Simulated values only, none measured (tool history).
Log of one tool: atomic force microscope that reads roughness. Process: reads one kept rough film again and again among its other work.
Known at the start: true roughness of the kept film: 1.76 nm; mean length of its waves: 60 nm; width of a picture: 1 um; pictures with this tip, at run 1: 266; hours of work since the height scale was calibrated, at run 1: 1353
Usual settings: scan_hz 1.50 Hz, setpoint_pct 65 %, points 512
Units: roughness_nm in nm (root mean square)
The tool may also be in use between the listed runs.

| run | hour | scan_hz | setpoint_pct | points | pictures with this tip | hours of work since the height scale was calibrated | roughness_nm |
|---|---|---|---|---|---|---|---|
| 1 | 0.0 | 1.50 | 65 | 512 | 266 | 1353 | 1.573 |
|  | 29.8 | new tip fitted |
| 2 | 37.3 | 1.50 | 65 | 512 | 14 | 1379 | 1.651 |
| 3 | 86.6 | 1.50 | 65 | 512 | 108 | 1414 | 1.613 |
| 4 | 159.5 | 1.50 | 65 | 512 | 247 | 1465 | 1.573 |
|  | 201.8 | new tip fitted |
| 5 | 211.2 | 1.50 | 65 | 512 | 18 | 1501 | 1.657 |
| 6 | 264.1 | 1.50 | 65 | 512 | 119 | 1538 | 1.622 |
|  | 270.1 | height scale calibrated on a step standard |
| 7 | 314.7 | 1.50 | 65 | 512 | 213 | 31 | 1.603 |
|  | 372.1 | new tip fitted |
| 8 | 384.0 | 1.50 | 65 | 512 | 22 | 80 | 1.676 |
| 9 | 440.1 | 1.50 | 65 | 512 | 129 | 119 | 1.625 |
|  | 494.1 | height scale calibrated on a step standard, once more |
| 10 | 501.0 | 1.50 | 65 | 512 | 244 | 5 | 1.543 |
|  | 543.2 | new tip fitted |
| 11 | 543.8 | 1.67 | 65 | 738 | 1 | 35 | 1.625 |
| 12 | 598.1 | 2.28 | 65 | 547 | 105 | 73 | 1.560 |
| 13 | 642.4 | 1.15 | 68 | 478 | 189 | 104 | 1.581 |
| 14 | 675.0 | 1.16 | 83 | 409 | 251 | 127 | 1.478 |
|  | 717.4 | new tip fitted |
| 15 | 742.6 | 1.16 | 83 | 409 | 48 | 174 | 1.546 |
| 16 | 809.3 | 1.16 | 83 | 409 | 176 | 221 | 1.502 |
| 17 | 846.7 | 1.14 | 76 | 512 | 247 | 247 | 1.513 |
|  | 888.3 | new tip fitted |
| 18 | 917.9 | 1.14 | 76 | 512 | 57 | 297 | 1.592 |
| 19 | 967.7 | 0.81 | 65 | 780 | 152 | 332 | 1.617 |
| 20 | 1001.5 | 1.60 | 84 | 512 | 216 | 355 | 1.421 |

How the hidden state differs across the entries between the runs, from the last listed run before each to the first after it:
Between runs 1 and 2: new tip fitted (hour 29.8)
  radius of the tip, nm: 40 -> 12.6; height scale over the true one, %: 1.04 -> 1.06
  measured less the result without the state, roughness_nm: -0.072 -> +0.009 nm (root mean square)
Between runs 4 and 5: new tip fitted (hour 201.8)
  radius of the tip, nm: 38.7 -> 12.7; height scale over the true one, %: 1.13 -> 1.15
  measured less the result without the state, roughness_nm: -0.067 -> +0.011 nm (root mean square)
Between runs 6 and 7: height scale calibrated on a step standard (hour 270.1)
  radius of the tip, nm: 23.4 -> 34.1; height scale over the true one, %: 1.18 -> 1.99
  measured less the result without the state, roughness_nm: -0.022 -> -0.040 nm (root mean square)
Between runs 7 and 8: new tip fitted (hour 372.1)
  radius of the tip, nm: 34.1 -> 12.4; height scale over the true one, %: 1.99 -> 2.02
  measured less the result without the state, roughness_nm: -0.040 -> +0.025 nm (root mean square)
Between runs 9 and 10: height scale calibrated on a step standard, once more (hour 494.1)
  radius of the tip, nm: 24.3 -> 37.5; height scale over the true one, %: 2.05 -> -0.13
  measured less the result without the state, roughness_nm: -0.010 -> -0.083 nm (root mean square)
Between runs 10 and 11: new tip fitted (hour 543.2)
  radius of the tip, nm: 37.5 -> 10.3; height scale over the true one, %: -0.13 -> -0.11
  measured less the result without the state, roughness_nm: -0.083 -> -0.002 nm (root mean square)
Between runs 14 and 15: new tip fitted (hour 717.4)
  radius of the tip, nm: 37.4 -> 16.3; height scale over the true one, %: -0.03 -> 0.01
  measured less the result without the state, roughness_nm: -0.076 -> -0.018 nm (root mean square)
Between runs 17 and 18: new tip fitted (hour 888.3)
  radius of the tip, nm: 38.6 -> 17.7; height scale over the true one, %: 0.06 -> 0.1
  measured less the result without the state, roughness_nm: -0.081 -> -0.022 nm (root mean square)
